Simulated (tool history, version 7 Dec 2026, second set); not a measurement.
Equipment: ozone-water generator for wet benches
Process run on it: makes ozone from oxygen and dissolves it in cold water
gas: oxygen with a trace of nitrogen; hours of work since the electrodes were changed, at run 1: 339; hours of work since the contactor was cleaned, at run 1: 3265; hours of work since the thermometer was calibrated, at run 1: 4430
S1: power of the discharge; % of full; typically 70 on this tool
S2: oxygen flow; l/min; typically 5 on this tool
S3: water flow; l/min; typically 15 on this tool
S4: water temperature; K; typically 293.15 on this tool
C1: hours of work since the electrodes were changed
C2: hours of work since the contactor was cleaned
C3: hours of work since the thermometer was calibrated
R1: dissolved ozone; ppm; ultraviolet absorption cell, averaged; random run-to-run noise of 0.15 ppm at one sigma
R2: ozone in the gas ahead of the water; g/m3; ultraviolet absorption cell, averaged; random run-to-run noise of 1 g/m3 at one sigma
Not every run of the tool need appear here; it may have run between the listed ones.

{"run": 1, "day": 0.0, "S1": 70, "S2": 5, "S3": 15, "S4": 293.15, "C1": 339, "C2": 3265, "C3": 4430, "R1": 17.8, "R2": 172.3}
{"run": 2, "day": 1.579, "S1": 70, "S2": 5, "S3": 15, "S4": 293.15, "C1": 366, "C2": 3292, "C3": 4456, "R1": 17.9, "R2": 172.4}
{"run": 3, "day": 3.338, "S1": 70, "S2": 5, "S3": 15, "S4": 293.15, "C1": 396, "C2": 3322, "C3": 4486, "R1": 17.8, "R2": 172.2}
{"run": 4, "day": 4.417, "S1": 51, "S2": 5, "S3": 15, "S4": 293.15, "C1": 414, "C2": 3340, "C3": 4504, "R1": 14.5, "R2": 137.2}
{"run": 5, "day": 6.65, "S1": 51, "S2": 5, "S3": 15, "S4": 293.15, "C1": 451, "C2": 3377, "C3": 4542, "R1": 14.4, "R2": 137.7}
{"run": 6, "day": 8.6, "S1": 51, "S2": 5, "S3": 15, "S4": 293.15, "C1": 484, "C2": 3410, "C3": 4575, "R1": 14.1, "R2": 137.3}
{"run": 7, "day": 10.188, "S1": 52, "S2": 4.61, "S3": 15, "S4": 293.15, "C1": 511, "C2": 3437, "C3": 4601, "R1": 14.5, "R2": 144.4}
{"run": 8, "day": 11.288, "S1": 70, "S2": 5, "S3": 15, "S4": 291.15, "C1": 530, "C2": 3455, "C3": 4620, "R1": 18.3, "R2": 169.8}
{"run": 9, "day": 12.471, "S1": 62, "S2": 5.44, "S3": 15, "S4": 291.15, "C1": 549, "C2": 3475, "C3": 4640, "R1": 17, "R2": 152.4}
{"run": 10, "day": 14.142, "S1": 62, "S2": 5.44, "S3": 15, "S4": 291.15, "C1": 578, "C2": 3504, "C3": 4668, "R1": 16.7, "R2": 153.1}
{"run": 11, "day": 16.45, "S1": 62, "S2": 5.44, "S3": 15, "S4": 291.15, "C1": 617, "C2": 3542, "C3": 4707, "R1": 16.8, "R2": 151.7}
{"day": 18.504, "done": "water thermometer calibrated"}
{"run": 12, "day": 18.546, "S1": 70, "S2": 5, "S3": 11, "S4": 293.15, "C1": 651, "C2": 3577, "C3": 1, "R1": 21.6, "R2": 170.5}

Take each entry between the runs: how does the hidden state at the last listed run before it differ from the hidden state at the first listed run after it?
Logged between run 11 and run 12: water thermometer calibrated (day 18.504)
  yield of the discharge, % of new electrodes': 97.8 -> 97.6; true water temperature over the reading, C: 0.62 -> 0.06
  difference, measured minus the result without the unlogged condition, R1: -1.2 -> -1.3 ppm; R2: -3.2 -> -4.1 g/m3
